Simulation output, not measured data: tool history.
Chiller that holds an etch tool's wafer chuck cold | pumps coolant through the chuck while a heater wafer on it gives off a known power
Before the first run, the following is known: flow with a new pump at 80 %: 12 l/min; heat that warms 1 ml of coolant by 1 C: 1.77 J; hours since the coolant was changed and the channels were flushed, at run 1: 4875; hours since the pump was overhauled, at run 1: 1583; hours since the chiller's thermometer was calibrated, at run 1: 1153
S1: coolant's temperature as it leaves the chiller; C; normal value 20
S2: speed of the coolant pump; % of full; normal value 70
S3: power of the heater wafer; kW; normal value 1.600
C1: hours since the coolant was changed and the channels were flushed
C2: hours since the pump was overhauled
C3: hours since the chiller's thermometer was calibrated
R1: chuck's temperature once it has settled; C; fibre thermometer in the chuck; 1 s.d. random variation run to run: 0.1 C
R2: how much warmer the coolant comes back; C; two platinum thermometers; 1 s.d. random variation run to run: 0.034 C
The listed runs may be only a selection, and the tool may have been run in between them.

run 1 hour=0.0 | S1=20 S2=70 S3=1.600 | C1=4875 C2=1583 C3=1153 | R1=37.1 R2=5.44
run 2 hour=111.9 | S1=20 S2=70 S3=1.600 | C1=4987 C2=1695 C3=1265 | R1=36.9 R2=5.40
-- hour=256.5 coolant changed, channels flushed
run 3 hour=297.1 | S1=20 S2=70 S3=1.600 | C1=41 C2=1874 C3=1444 | R1=36.2 R2=5.41
run 4 hour=403.5 | S1=20 S2=70 S3=1.600 | C1=147 C2=1981 C3=1550 | R1=36.3 R2=5.38
run 5 hour=597.1 | S1=20 S2=85 S3=1.600 | C1=341 C2=2174 C3=1744 | R1=34.5 R2=4.42
run 6 hour=709.9 | S1=20 S2=70 S3=1.600 | C1=453 C2=2287 C3=1857 | R1=36.2 R2=5.47
run 7 hour=845.3 | S1=20 S2=77 S3=1.600 | C1=589 C2=2422 C3=1992 | R1=35.4 R2=4.78
run 8 hour=1034.7 | S1=20 S2=70 S3=1.575 | C1=778 C2=2612 C3=2181 | R1=36.0 R2=5.34
run 9 hour=1187.3 | S1=20 S2=70 S3=1.575 | C1=931 C2=2764 C3=2334 | R1=36.1 R2=5.34
run 10 hour=1374.6 | S1=20 S2=70 S3=1.575 | C1=1118 C2=2952 C3=2521 | R1=36.3 R2=5.41
run 11 hour=1487.6 | S1=20 S2=70 S3=1.575 | C1=1231 C2=3065 C3=2634 | R1=36.5 R2=5.42
-- hour=1528.3 chiller's thermometer calibrated
run 12 hour=1671.9 | S1=20 S2=70 S3=1.575 | C1=1414 C2=3248 C3=144 | R1=36.1 R2=5.41
run 13 hour=1794.3 | S1=20 S2=70 S3=1.600 | C1=1537 C2=3370 C3=266 | R1=36.3 R2=5.54
run 14 hour=1896.2 | S1=20 S2=70 S3=1.600 | C1=1639 C2=3472 C3=368 | R1=36.5 R2=5.49
run 15 hour=2033.5 | S1=20 S2=70 S3=1.600 | C1=1776 C2=3610 C3=505 | R1=36.4 R2=5.53
run 16 hour=2177.7 | S1=20 S2=70 S3=1.600 | C1=1920 C2=3754 C3=649 | R1=36.5 R2=5.56
run 17 hour=2385.6 | S1=20 S2=76 S3=1.600 | C1=2128 C2=3962 C3=857 | R1=35.9 R2=5.07
run 18 hour=2584.1 | S1=19 S2=70 S3=1.600 | C1=2327 C2=4160 C3=1056 | R1=35.7 R2=5.59
run 19 hour=2742.6 | S1=19 S2=70 S3=1.600 | C1=2485 C2=4319 C3=1214 | R1=36.0 R2=5.57
run 20 hour=2940.9 | S1=19 S2=70 S3=1.600 | C1=2683 C2=4517 C3=1413 | R1=35.8 R2=5.53
run 21 hour=3073.1 | S1=19 S2=70 S3=1.600 | C1=2816 C2=4649 C3=1545 | R1=36.0 R2=5.59
run 22 hour=3252.0 | S1=18 S2=62 S3=0.941 | C1=2995 C2=4828 C3=1724 | R1=29.1 R2=3.75
run 23 hour=3478.7 | S1=20 S2=70 S3=0.824 | C1=3221 C2=5055 C3=1950 | R1=28.9 R2=2.89
run 24 hour=3652.4 | S1=23 S2=70 S3=0.824 | C1=3395 C2=5229 C3=2124 | R1=32.0 R2=2.88
run 25 hour=3813.2 | S1=23 S2=70 S3=0.824 | C1=3556 C2=5389 C3=2285 | R1=32.0 R2=2.94
run 26 hour=4002.4 | S1=23 S2=70 S3=0.824 | C1=3745 C2=5579 C3=2474 | R1=32.0 R2=2.92
run 27 hour=4114.0 | S1=23 S2=89 S3=0.975 | C1=3857 C2=5690 C3=2586 | R1=32.4 R2=2.67
-- hour=4203.1 chiller's thermometer calibrated
run 28 hour=4316.3 | S1=23 S2=89 S3=0.975 | C1=4058 C2=5891 C3=113 | R1=32.3 R2=2.67
run 29 hour=4440.2 | S1=12 S2=77 S3=1.620 | C1=4182 C2=6015 C3=237 | R1=28.5 R2=5.20
run 30 hour=4675.5 | S1=14 S2=68 S3=1.600 | C1=4417 C2=6251 C3=472 | R1=31.9 R2=5.84
run 31 hour=4832.6 | S1=20 S2=70 S3=1.739 | C1=4574 C2=6408 C3=629 | R1=39.0 R2=6.28
run 32 hour=4971.6 | S1=24 S2=70 S3=2.126 | C1=4713 C2=6547 C3=768 | R1=47.3 R2=7.65

Per-run results on a tool with no hidden state, each run keeping its own random variation:
Hidden state present: heat passed by the chuck's channels, % of clean ones'; flow at a given pump speed, % of a new pump's; coolant's true temperature over the reading, C; drift of the gauge itself on chuck_c, C; drift of the gauge itself on warmer_back_c, C.
run=1 R1=35.8 R2=5.30
run=2 R1=35.6 R2=5.25
run=3 R1=35.7 R2=5.26
run=4 R1=35.7 R2=5.22
run=5 R1=34.0 R2=4.27
run=6 R1=35.6 R2=5.28
run=7 R1=34.7 R2=4.61
run=8 R1=35.2 R2=5.13
run=9 R1=35.2 R2=5.13
run=10 R1=35.4 R2=5.17
run=11 R1=35.5 R2=5.18
run=12 R1=35.4 R2=5.15
run=13 R1=35.5 R2=5.28
run=14 R1=35.6 R2=5.21
run=15 R1=35.5 R2=5.25
run=16 R1=35.5 R2=5.27
run=17 R1=34.8 R2=4.79
run=18 R1=34.6 R2=5.27
run=19 R1=34.8 R2=5.24
run=20 R1=34.5 R2=5.18
run=21 R1=34.6 R2=5.24
run=22 R1=28.1 R2=3.49
run=23 R1=27.9 R2=2.69
run=24 R1=31.0 R2=2.67
run=25 R1=31.0 R2=2.73
run=26 R1=31.0 R2=2.70
run=27 R1=31.3 R2=2.47
run=28 R1=31.3 R2=2.45
run=29 R1=26.8 R2=4.77
run=30 R1=30.0 R2=5.34
run=31 R1=36.9 R2=5.74
run=32 R1=44.7 R2=6.97

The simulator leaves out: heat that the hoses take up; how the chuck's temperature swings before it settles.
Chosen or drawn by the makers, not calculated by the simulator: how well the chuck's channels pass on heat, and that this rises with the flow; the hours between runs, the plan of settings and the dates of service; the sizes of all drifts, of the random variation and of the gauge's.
